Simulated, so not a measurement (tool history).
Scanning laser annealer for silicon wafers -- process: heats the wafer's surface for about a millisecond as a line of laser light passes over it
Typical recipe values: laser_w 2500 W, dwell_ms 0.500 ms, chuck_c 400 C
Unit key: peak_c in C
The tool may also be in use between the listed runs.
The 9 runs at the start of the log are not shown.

run   hour  laser_w  dwell_ms  chuck_c  hours of work since the window was cleaned  hours of work since the power meter was calibrated  hours of work since the optics were aligned  peak_c
 10  155.7     2500     0.500      400                                         151                                                 233                                          351    1141
 11  170.1     2500     0.500      400                                         159                                                 240                                          359    1143
 12  188.6     2500     0.500      400                                         168                                                 250                                          369    1135
 13  207.6     2500     0.500      400                                         178                                                 259                                          378    1138
 14  228.6     2500     0.500      400                                         189                                                 270                                          389    1138
 15  248.4     2500     0.500      400                                         199                                                 281                                          399    1138
 16  257.7     2500     0.500      400                                         204                                                 285                                          404    1138
 17  278.0     2500     0.500      400                                         215                                                 296                                          415    1137
 18  290.7     2500     0.500      414                                         221                                                 303                                          421    1150
 19  311.3     2500     0.500      414                                         232                                                 313                                          432    1146
 20  326.5     2500     0.500      414                                         240                                                 321                                          440    1150
 21  335.6     2500     0.500      414                                         244                                                 326                                          445    1150
 22  347.0     2379     0.602      388                                         250                                                 332                                          451    1157
 23  363.9     2366     0.496      400                                         259                                                 340                                          459    1084

Estimate the outcome of run 24 from the log above:
 24  382.6     2366     0.496      400                                         269                                                 350                                          469       ?

{"run 24": {"peak_c": 1084}}
Were there no unlogged condition in the tool, this run, its random variation unchanged, would have produced peak_c 1102 C.

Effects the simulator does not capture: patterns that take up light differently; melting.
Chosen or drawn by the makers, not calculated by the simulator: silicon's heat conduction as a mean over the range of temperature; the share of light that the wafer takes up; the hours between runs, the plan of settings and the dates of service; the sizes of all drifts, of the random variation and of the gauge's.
